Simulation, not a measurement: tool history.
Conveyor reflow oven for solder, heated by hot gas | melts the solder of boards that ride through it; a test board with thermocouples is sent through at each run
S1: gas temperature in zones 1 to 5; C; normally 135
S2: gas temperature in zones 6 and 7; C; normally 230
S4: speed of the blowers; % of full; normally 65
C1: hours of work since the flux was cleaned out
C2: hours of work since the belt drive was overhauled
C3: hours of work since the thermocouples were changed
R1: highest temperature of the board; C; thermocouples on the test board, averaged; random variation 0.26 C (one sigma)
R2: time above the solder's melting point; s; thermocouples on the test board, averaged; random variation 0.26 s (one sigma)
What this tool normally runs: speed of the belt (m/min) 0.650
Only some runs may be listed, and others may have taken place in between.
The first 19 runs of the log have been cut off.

-- day=23.200 belt drive overhauled, speed set with a stopwatch
run 20 day=24.221 | S1=130 S2=230 speed_of_the_belt_(m/min)=0.613 S4=79 | C1=150 C2=13 C3=292 | R1=222.6 R2=62.6
run 21 day=25.708 | S1=137 S2=228 speed_of_the_belt_(m/min)=0.650 S4=72 | C1=168 C2=31 C3=310 | R1=218.4 R2=58.6
-- day=26.471 belt drive overhauled, speed set with a stopwatch, once more
run 22 day=26.942 | S1=135 S2=230 speed_of_the_belt_(m/min)=0.583 S4=78 | C1=182 C2=6 C3=324 | R1=223.1 R2=67.1
run 23 day=27.767 | S1=135 S2=225 speed_of_the_belt_(m/min)=0.643 S4=65 | C1=192 C2=16 C3=334 | R1=213.1 R2=52.8
-- day=29.162 flux residue cleaned out of gas plates and filters
run 24 day=29.354 | S1=135 S2=225 speed_of_the_belt_(m/min)=0.643 S4=65 | C1=2 C2=33 C3=351 | R1=214.5 R2=53.8
run 25 day=30.917 | S1=137 S2=239 speed_of_the_belt_(m/min)=0.650 S4=65 | C1=22 C2=52 C3=370 | R1=226.5 R2=61.7
run 26 day=32.283 | S1=137 S2=239 speed_of_the_belt_(m/min)=0.650 S4=65 | C1=39 C2=69 C3=387 | R1=227.4 R2=62.2
run 27 day=33.808 | S1=137 S2=239 speed_of_the_belt_(m/min)=0.650 S4=65 | C1=57 C2=88 C3=406 | R1=226.5 R2=62.3
run 28 day=35.329 | S1=135 S2=235 speed_of_the_belt_(m/min)=0.715 S4=70 | C1=76 C2=107 C3=425 | R1=221.2 R2=52.4
run 29 day=36.742 | S1=135 S2=235 speed_of_the_belt_(m/min)=0.715 S4=70 | C1=94 C2=124 C3=442 | R1=221.6 R2=52.4
run 30 day=38.288 | S1=124 S2=230 speed_of_the_belt_(m/min)=0.650 S4=65 | C1=113 C2=143 C3=461 | R1=216.7 R2=51.9

Expected results for the next run?
run 31 day=40.050 | S1=135 S2=236 speed_of_the_belt_(m/min)=0.650 S4=65 | C1=134 C2=165 C3=483 | R1=? R2=?

{"run 31": {"R1": 223.8, "R2": 59.5}}
With the hidden condition absent and the run-to-run variation left alone, this run would have shown R1 223.0 C, R2 58.9 s.
